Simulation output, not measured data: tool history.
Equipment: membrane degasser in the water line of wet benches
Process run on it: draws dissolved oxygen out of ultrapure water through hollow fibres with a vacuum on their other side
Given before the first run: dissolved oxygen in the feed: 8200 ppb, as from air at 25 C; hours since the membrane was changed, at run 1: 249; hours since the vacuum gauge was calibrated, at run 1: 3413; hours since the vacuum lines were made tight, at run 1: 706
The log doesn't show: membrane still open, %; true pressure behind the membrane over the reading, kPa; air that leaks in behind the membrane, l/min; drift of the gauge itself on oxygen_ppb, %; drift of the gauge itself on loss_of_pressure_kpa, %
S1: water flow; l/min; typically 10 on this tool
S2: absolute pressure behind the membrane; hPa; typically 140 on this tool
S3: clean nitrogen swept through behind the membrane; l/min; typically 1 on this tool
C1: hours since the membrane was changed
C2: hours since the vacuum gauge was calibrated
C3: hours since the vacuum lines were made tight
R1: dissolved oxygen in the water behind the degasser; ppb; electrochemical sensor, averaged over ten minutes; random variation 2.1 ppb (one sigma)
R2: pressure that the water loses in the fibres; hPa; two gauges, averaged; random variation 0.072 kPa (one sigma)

run    hour  S1   S2    S3    C1    C2    C3      R1     R2
  1       0  10  140     1   249  3413   706   373.2    254
  2    99.1  10  148     1   348  3512   805   391.2  254.6
  3   163.3  10  148     1   413  3576   869     387  254.7
  4   228.7  10  146     1   478  3642   934   378.5  255.5
  5   335.5  10  146     1   585  3749  1041   385.9  254.1
  6   401.1  10  146     1   650  3814  1107   382.5  255.3
  7   480.3  10  146     1   730  3894  1186     385  253.2
  8   579.8  10  146     1   829  3993  1286   385.6  253.9
  9   685.6  10  146     1   935  4099  1391   385.4    255
 10   780.4  10  146     1  1030  4194  1486   385.2  254.7
 11     860  10  146     1  1109  4273  1566   386.1  254.3
 12   928.7  10  146     1  1178  4342  1634   386.2  255.2
 13   974.5   8  226   0.6  1224  4388  1680   619.8  204.3
 14  1055.4   8  226   0.6  1305  4469  1761   627.5  203.6
 15  1129.5  12  140  0.57  1379  4543  1835   675.9    305
 16  1207.2  13  143  0.72  1456  4620  1913   667.9    331
 17  1292.6   9  150  0.72  1542  4706  1998   423.9  228.8
 18  1363.8  13  252     1  1613  4777  2070   846.8    332
 19  1458.8  10  328  0.42  1708  4872  2165  1443.2  254.9
 20    1562  16  247  1.52  1811  4975  2268   861.2  408.3
 21    1655  16  247  1.52  1904  5068  2361   863.3  406.6
 22  1734.3  16  247  1.52  1984  5147  2440   875.2  406.9
 23  1830.6   6  148  1.83  2080  5244  2536   118.7  153.5

Below are 5 alternative next runs, each starting from the tool's condition after run 23. Predict each:
  A  1916.6   6  148   0.4  2166  5330  2622   ?   ?
  B  1916.6  16  140  0.44  2166  5330  2622   ?   ?
  C  1916.6  10  339     1  2166  5330  2622   ?   ?
  D  1916.6   8  140  0.57  2166  5330  2622   ?   ?
  E  1916.6   7  140     1  2166  5330  2622   ?   ?

run     R1     R2
  A  415.3  153.2
  B   1093  408.2
  C  790.3  256.3
  D  408.4  204.8
  E  224.6  177.9
Without the tool's unlogged condition, the same runs would have read:
run      R1     R2
  A   406.3  153.2
  B  1070.2  408.1
  C   773.5  256.2
  D   399.7  204.7
  E   219.8  177.9
